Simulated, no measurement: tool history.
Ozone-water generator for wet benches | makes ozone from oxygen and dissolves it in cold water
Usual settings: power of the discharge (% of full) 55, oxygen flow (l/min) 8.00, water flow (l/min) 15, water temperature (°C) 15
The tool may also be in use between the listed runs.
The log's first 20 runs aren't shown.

run	hour	power of the discharge (% of full)	oxygen flow (l/min)	water flow (l/min)	water temperature (°C)	dissolved ozone (ppm)	ozone in the gas ahead of the water (g/m3)
21	756.2	55	9.21	10	9	36.8	188.4
22	779.9	46	9.21	10	12	30.7	167.5
23	807.0	99	11.90	15	8	42.4	254.3
24	845.0	55	4.41	15	15	22.7	238.6
25	895.6	55	4.41	15	15	23.0	237.6
# hour 940.8: contactor cleaned, once more
26	949.4	55	4.84	15	9	25.8	234.7
27	990.1	65	5.03	17	17	23.3	256.7
28	1023.2	65	5.03	17	17	23.3	255.8
29	1045.2	65	10.36	24	11	21.7	200.8
30	1075.5	60	8.00	15	11	29.1	208.9
31	1098.1	51	5.03	21	15	16.8	217.5
32	1141.8	55	5.11	15	9	26.1	228.0
33	1173.2	55	5.11	15	9	26.0	229.3
34	1202.6	91	8.00	15	13	36.5	269.4

Forecast each of these 3 alternatives for the next run:
A	1242.7	55	6.29	13	10	?	?
B	1242.7	91	8.00	15	13	?	?
C	1242.7	43	11.23	15	13	?	?

run	dissolved ozone (ppm)	ozone in the gas ahead of the water (g/m3)
A	30.0	214.4
B	36.6	271.1
C	22.9	151.1
Without the tool's hidden state the same runs would have given:
run	dissolved ozone (ppm)	ozone in the gas ahead of the water (g/m3)
A	31.5	222.8
B	39.0	285.9
C	23.9	155.9
